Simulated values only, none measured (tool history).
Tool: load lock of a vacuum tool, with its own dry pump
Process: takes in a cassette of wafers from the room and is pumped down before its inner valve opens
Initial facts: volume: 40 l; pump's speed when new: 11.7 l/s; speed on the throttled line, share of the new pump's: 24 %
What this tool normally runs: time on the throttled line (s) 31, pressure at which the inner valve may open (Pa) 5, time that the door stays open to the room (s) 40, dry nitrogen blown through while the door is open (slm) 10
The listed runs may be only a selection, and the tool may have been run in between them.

run,day,time on the throttled line (s),pressure at which the inner valve may open (Pa),time that the door stays open to the room (s),dry nitrogen blown through while the door is open (slm),"incoming humidity of the room's air, %",time from the closed door until the inner valve may open (s),rise of the pressure with all valves shut (Pa/min)
1,0.000,31,5,40,10,45.6,57.6,0.047
2,3.671,31,5,40,10,46.0,57.6,0.045
3,7.529,31,5,40,10,44.3,58.1,0.039
4,9.683,31,5,40,10,46.6,58.2,0.045
5,13.354,37,5,40,10,44.5,62.2,0.046
6,15.604,31,5,92,10,45.0,57.8,0.074
7,18.525,31,8,40,10,48.4,56.0,0.051
8,23.029,31,8,40,10,49.0,56.3,0.047
9,27.050,31,5,40,17,44.0,58.0,0.040
10,31.433,31,7,40,10,45.4,56.0,0.048
11,35.946,31,7,40,10,43.5,56.5,0.047
12,40.725,31,5,40,10,45.7,57.6,0.050
13,45.283,46,5,40,10,43.3,68.9,0.044
14,48.171,31,5,161,5,43.6,58.0,0.118
15,51.496,31,5,161,5,46.7,57.7,0.127
16,56.167,31,5,161,5,45.5,57.7,0.121
17,60.904,31,5,161,5,42.6,58.3,0.119
18,65.046,31,5,161,5,45.5,57.2,0.130

The next listed run, before its measurement:
19,68.200,38,4,230,5,44.1,?,?

Run 19 yielded time from the closed door until the inner valve may open (s) 64.7, rise of the pressure with all valves shut (Pa/min) 0.155.
Minus the tool's unlogged condition, the same run would have read time from the closed door until the inner valve may open (s) 64.7, rise of the pressure with all valves shut (Pa/min) 0.155.
